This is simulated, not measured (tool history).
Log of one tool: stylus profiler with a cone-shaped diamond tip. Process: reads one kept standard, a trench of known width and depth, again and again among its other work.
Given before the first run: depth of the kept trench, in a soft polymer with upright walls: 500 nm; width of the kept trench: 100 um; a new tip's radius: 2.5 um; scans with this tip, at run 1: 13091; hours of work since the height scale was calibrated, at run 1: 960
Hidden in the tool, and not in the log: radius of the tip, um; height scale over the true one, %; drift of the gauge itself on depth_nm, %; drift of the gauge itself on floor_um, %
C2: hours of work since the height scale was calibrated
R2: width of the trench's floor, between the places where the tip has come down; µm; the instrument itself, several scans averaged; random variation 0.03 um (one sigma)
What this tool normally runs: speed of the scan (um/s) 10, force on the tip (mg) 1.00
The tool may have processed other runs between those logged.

Run 1, hour 0.0: usual settings; scans with this tip 13091; C2 960. Result: depth of the trench (nm) 503.54, R2 95.20 µm.
Run 2, hour 94.4: usual settings; scans with this tip 13863; C2 1017. Result: depth of the trench (nm) 503.34, R2 95.11 µm.
Run 3, hour 242.3: usual settings; scans with this tip 15075; C2 1106. Result: depth of the trench (nm) 503.19, R2 94.95 µm.
At hour 284.5: new tip fitted, height scale calibrated.
Run 4, hour 354.2: usual settings; scans with this tip 571; C2 42. Result: depth of the trench (nm) 504.29, R2 96.84 µm.
Run 5, hour 451.2: usual settings; scans with this tip 1365; C2 100. Result: depth of the trench (nm) 504.40, R2 96.71 µm.
Run 6, hour 523.8: usual settings; scans with this tip 1960; C2 144. Result: depth of the trench (nm) 504.31, R2 96.54 µm.
At hour 537.3: height scale calibrated on a step standard.
Run 7, hour 605.5: usual settings but speed of the scan (um/s) 9, force on the tip (mg) 0.37; scans with this tip 2625; C2 41. Result: depth of the trench (nm) 502.30, R2 96.45 µm.
Run 8, hour 703.1: usual settings but speed of the scan (um/s) 19, force on the tip (mg) 0.74; scans with this tip 3424; C2 100. Result: depth of the trench (nm) 503.40, R2 96.23 µm.
Run 9, hour 770.0: usual settings but speed of the scan (um/s) 6, force on the tip (mg) 0.65; scans with this tip 3972; C2 140. Result: depth of the trench (nm) 502.90, R2 96.31 µm.
At hour 888.3: height scale calibrated on a step standard, once more.
Run 10, hour 888.3: usual settings but speed of the scan (um/s) 32, force on the tip (mg) 2.64; scans with this tip 4937; C2 0. Result: depth of the trench (nm) 508.25, R2 96.04 µm.
Run 11, hour 965.8: usual settings but speed of the scan (um/s) 32, force on the tip (mg) 2.64; scans with this tip 5571; C2 47. Result: depth of the trench (nm) 508.29, R2 95.97 µm.
Run 12, hour 1084.8: usual settings but speed of the scan (um/s) 5; scans with this tip 6546; C2 118. Result: depth of the trench (nm) 503.96, R2 95.92 µm.

Run by run, hidden condition taken away, random variation retained:
run  depth of the trench (nm)     R2
  1                    504.34  96.93
  2                    504.18  96.94
  3                    504.09  96.90
  4                    504.21  96.93
  5                    504.38  96.93
  6                    504.32  96.87
  7                    502.37  96.90
  8                    503.51  96.80
  9                    503.04  96.98
 10                    508.29  96.84
 11                    508.37  96.86
 12                    504.09  96.95

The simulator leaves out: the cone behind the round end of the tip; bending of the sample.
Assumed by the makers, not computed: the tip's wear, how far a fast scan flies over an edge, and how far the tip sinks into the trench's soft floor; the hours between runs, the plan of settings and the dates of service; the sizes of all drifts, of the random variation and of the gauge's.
